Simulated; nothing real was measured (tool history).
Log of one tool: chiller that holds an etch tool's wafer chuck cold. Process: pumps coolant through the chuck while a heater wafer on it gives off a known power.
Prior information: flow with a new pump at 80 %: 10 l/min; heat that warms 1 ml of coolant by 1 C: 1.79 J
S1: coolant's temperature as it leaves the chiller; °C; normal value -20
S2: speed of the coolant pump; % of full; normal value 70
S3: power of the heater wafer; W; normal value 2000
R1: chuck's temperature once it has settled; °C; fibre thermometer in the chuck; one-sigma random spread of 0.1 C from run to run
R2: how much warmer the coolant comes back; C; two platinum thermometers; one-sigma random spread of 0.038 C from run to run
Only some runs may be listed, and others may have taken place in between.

run     day   S1  S2    S3     R1    R2
  1       0  -20  70  2000   -2.2  7.92
  2   0.742  -20  70  2000   -2.3  7.88
  3   2.158  -20  70  2000   -2.4  7.87
  4   2.888  -20  70  2000   -2.3  7.86
  5   4.121  -20  70  2000   -2.3  7.86
  6   4.983  -20  70  1172   -9.9  4.55
  7   5.588  -20  70  2000   -2.2  7.91
  8   6.958  -20  70  2000   -2.3  7.88
  9   7.933  -20  70  2000   -2.4   7.9
 10   8.588  -20  70  2000   -2.4  7.92
 11   9.825  -20  70  1268   -8.9     5
 12  11.283  -20  70  1268     -9  4.97
 13  12.662  -20  70  2393    1.4  9.42
 14   13.45  -26  70  2393   -4.4   9.4
 15  14.829  -26  70  2393   -4.6   9.5
 16  15.896  -16  70  2000    1.9  7.95
 17  17.258  -16  70  2000    1.8  7.91
 18    18.7  -28  68  2034   -9.3  8.28
 19  19.858  -20  81  2034   -3.9  6.77
 20  20.588  -26  70  1254  -14.8  4.91
 21  21.588  -25  70  1434  -12.3  5.71
 22  22.317  -18  69  1178   -7.4  4.71
 23  23.388  -18  69  1178   -7.5  4.73
     24.404  -- chiller's thermometer calibrated
 24   24.75  -20  66  1854     -2  7.89
 25    25.7  -27  70  2000   -8.6  7.93
 26  27.017  -28  70  1256  -16.3  4.97
 27  27.662  -28  70  1256  -16.2     5
 28  28.738  -28  70  1256  -16.4  4.97
 29  29.896  -14  92  1668   -1.6   4.9

Alternative continuations, all from the tool just after run 29; predict every row:
  A  31.321  -21  70  2000   ?   ?
  B  31.321  -30  97  1329   ?   ?
  C  31.321  -21  92  1668   ?   ?
  D  31.321  -20  89  1146   ?   ?

run     R1    R2
  A   -2.2  7.92
  B  -20.4  3.61
  C   -8.5  4.86
  D  -11.2  3.45
Stripped of hidden state, with their random variation kept, the same runs would have yielded:
run     R1    R2
  A     -5   7.8
  B  -21.9  3.55
  C  -10.4  4.79
  D  -12.5   3.4

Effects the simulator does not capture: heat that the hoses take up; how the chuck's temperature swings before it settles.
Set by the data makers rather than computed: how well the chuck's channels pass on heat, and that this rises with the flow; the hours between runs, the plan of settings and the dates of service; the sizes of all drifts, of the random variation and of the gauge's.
